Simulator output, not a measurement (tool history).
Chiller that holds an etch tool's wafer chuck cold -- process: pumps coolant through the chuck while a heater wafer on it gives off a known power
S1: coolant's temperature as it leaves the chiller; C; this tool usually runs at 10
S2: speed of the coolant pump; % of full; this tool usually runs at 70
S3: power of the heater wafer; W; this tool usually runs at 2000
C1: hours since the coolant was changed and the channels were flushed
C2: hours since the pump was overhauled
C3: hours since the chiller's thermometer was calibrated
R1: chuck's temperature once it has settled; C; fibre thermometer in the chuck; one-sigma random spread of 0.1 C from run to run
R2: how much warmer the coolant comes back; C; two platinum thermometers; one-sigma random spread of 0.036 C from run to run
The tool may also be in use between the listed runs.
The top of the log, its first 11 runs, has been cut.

| run | hour | S1 | S2 | S3 | C1 | C2 | C3 | R1 | R2 |
|---|---|---|---|---|---|---|---|---|---|
| 12 | 792.8 | 10 | 75 | 2000 | 283 | 1795 | 250 | 28.9 | 6.23 |
| 13 | 867.2 | 10 | 70 | 2000 | 358 | 1870 | 324 | 30 | 6.66 |
| 14 | 936.4 | 10 | 70 | 2000 | 427 | 1939 | 393 | 30 | 6.7 |
| 15 | 997.2 | 18 | 70 | 2000 | 488 | 2000 | 454 | 38 | 6.67 |
| 16 | 1055.2 | 10 | 70 | 2000 | 546 | 2058 | 512 | 30 | 6.64 |
| 17 | 1100.6 | 6 | 92 | 2000 | 591 | 2103 | 557 | 22.6 | 4.81 |
| 18 | 1155.3 | 6 | 92 | 2000 | 646 | 2158 | 612 | 22.6 | 4.85 |
| 19 | 1223.4 | 6 | 92 | 2000 | 714 | 2226 | 680 | 22.8 | 4.81 |
| 20 | 1270.7 | 6 | 92 | 2000 | 761 | 2273 | 728 | 22.5 | 4.84 |
| 21 | 1314.6 | 7 | 70 | 1859 | 805 | 2317 | 771 | 25.7 | 6.12 |
| 22 | 1355 | 7 | 70 | 1859 | 845 | 2358 | 812 | 25.7 | 6.08 |
| 23 | 1423.3 | 7 | 70 | 1859 | 914 | 2426 | 880 | 25.6 | 6.1 |
| 24 | 1503.6 | 9 | 99 | 2471 | 994 | 2506 | 960 | 28.8 | 5.37 |
| 25 | 1579.8 | 4 | 70 | 2000 | 1070 | 2582 | 1037 | 24 | 6.5 |
| 26 | 1627.3 | 4 | 70 | 2000 | 1118 | 2630 | 1084 | 24 | 6.56 |
| 27 | 1705.9 | 4 | 84 | 2041 | 1196 | 2709 | 1163 | 22.1 | 5.37 |
| 28 | 1760 | 15 | 84 | 2072 | 1250 | 2763 | 1217 | 33.2 | 5.48 |
| 29 | 1814.4 | 12 | 73 | 1273 | 1305 | 2817 | 1271 | 24.3 | 3.83 |
| 30 | 1859.2 | 12 | 73 | 1273 | 1350 | 2862 | 1316 | 24.5 | 3.81 |
| 31 | 1934.3 | 4 | 73 | 1273 | 1425 | 2937 | 1391 | 16.5 | 3.79 |

3 options for the next run, each taken on its own from the tool as it stands now. Forecast them:
| A | 2001.4 | 4 | 89 | 2496 | 1492 | 3004 | 1458 | ? | ? |
| B | 2001.4 | 10 | 70 | 1093 | 1492 | 3004 | 1458 | ? | ? |
| C | 2001.4 | 17 | 88 | 2137 | 1492 | 3004 | 1458 | ? | ? |

| run | R1 | R2 |
|---|---|---|
| A | 25 | 6.08 |
| B | 20.9 | 3.38 |
| C | 35.4 | 5.28 |
The same runs, with their run-to-run variation unchanged, on a tool lacking any hidden condition would have given:
| run | R1 | R2 |
|---|---|---|
| A | 25 | 6.46 |
| B | 20.9 | 3.76 |
| C | 35.4 | 5.66 |
